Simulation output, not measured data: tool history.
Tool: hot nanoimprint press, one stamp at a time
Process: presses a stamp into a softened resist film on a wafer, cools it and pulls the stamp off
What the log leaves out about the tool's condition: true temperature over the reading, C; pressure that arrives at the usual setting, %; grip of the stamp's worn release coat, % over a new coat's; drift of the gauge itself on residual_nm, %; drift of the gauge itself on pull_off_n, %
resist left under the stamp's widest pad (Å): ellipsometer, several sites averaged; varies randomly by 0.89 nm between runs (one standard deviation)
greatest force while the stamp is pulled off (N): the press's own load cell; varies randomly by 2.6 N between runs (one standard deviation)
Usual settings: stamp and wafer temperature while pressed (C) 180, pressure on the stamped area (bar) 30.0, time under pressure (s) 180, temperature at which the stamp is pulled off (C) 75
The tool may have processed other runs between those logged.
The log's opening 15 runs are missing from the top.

run   hour  stamp and wafer temperature while pressed (C)  pressure on the stamped area (bar)  time under pressure (s)  temperature at which the stamp is pulled off (C)  hours of work since the thermocouple was calibrated  imprints on the stamp's release coat  hours of work since the press's seals were changed  resist left under the stamp's widest pad (Å)  greatest force while the stamp is pulled off (N)
 16  526.2                                            180                                30.0                      180                                                75                                                   71                                   704                                                  42                                          3269                                               157
 17  560.2                                            183                                30.0                      184                                                75                                                   86                                   767                                                  57                                          2916                                               164
 18  581.8                                            174                                39.0                      120                                                73                                                   96                                   808                                                  67                                          4100                                               171
 19  623.4                                            170                                30.0                      184                                                74                                                  114                                   885                                                  85                                          4674                                               171
 20  645.6                                            170                                30.0                      184                                                74                                                  124                                   927                                                  95                                          4694                                               183
 21  675.6                                            170                                30.0                      184                                                73                                                  137                                   983                                                 108                                          4717                                               179
 22  696.4                                            170                                31.1                      128                                                76                                                  147                                  1021                                                 118                                          5043                                               173
 23  721.8                                            180                                30.0                      194                                                66                                                  158                                  1069                                                 129                                          3244                                               195
 24  757.5                                            169                                30.0                      194                                                63                                                  174                                  1135                                                 145                                          4797                                               202
     770.5  -- stamp cleaned and given a new release coat
 25  788.6                                            180                                30.0                      187                                                80                                                  185                                    34                                                 156                                          3277                                               138
 26  808.3                                            181                                19.8                      331                                                78                                                  194                                    71                                                 165                                          3269                                               146
 27  853.9                                            180                                19.8                      331                                                78                                                  214                                   156                                                 185                                          3391                                               147
 28  889.7                                            170                                30.0                      165                                                75                                                  230                                   222                                                 201                                          4850                                               155
 29  913.3                                            170                                30.0                      159                                                62                                                  241                                   266                                                 212                                          4878                                               173
 30  948.9                                            181                                38.5                      113                                                75                                                  256                                   333                                                 227                                          3301                                               158
 31  987.2                                            181                                38.5                      113                                                75                                                  274                                   404                                                 244                                          3297                                               159

Forecast each of these 3 alternatives for the next run:
  A  1011.0                                            180                                30.0                      108                                                75                                                  284                                   448                                                 255                                             ?                                                 ?
  B  1011.0                                            181                                38.5                      131                                                83                                                  284                                   448                                                 255                                             ?                                                 ?
  C  1011.0                                            185                                46.3                      113                                                75                                                  284                                   448                                                 255                                             ?                                                 ?

run  resist left under the stamp's widest pad (Å)  greatest force while the stamp is pulled off (N)
  A                                          3955                                               162
  B                                          3149                                               145
  C                                          2566                                               165
Had the tool no hidden state, the same runs would have come out as:
run  resist left under the stamp's widest pad (Å)  greatest force while the stamp is pulled off (N)
  A                                          3802                                               148
  B                                          3004                                               132
  C                                          2437                                               151

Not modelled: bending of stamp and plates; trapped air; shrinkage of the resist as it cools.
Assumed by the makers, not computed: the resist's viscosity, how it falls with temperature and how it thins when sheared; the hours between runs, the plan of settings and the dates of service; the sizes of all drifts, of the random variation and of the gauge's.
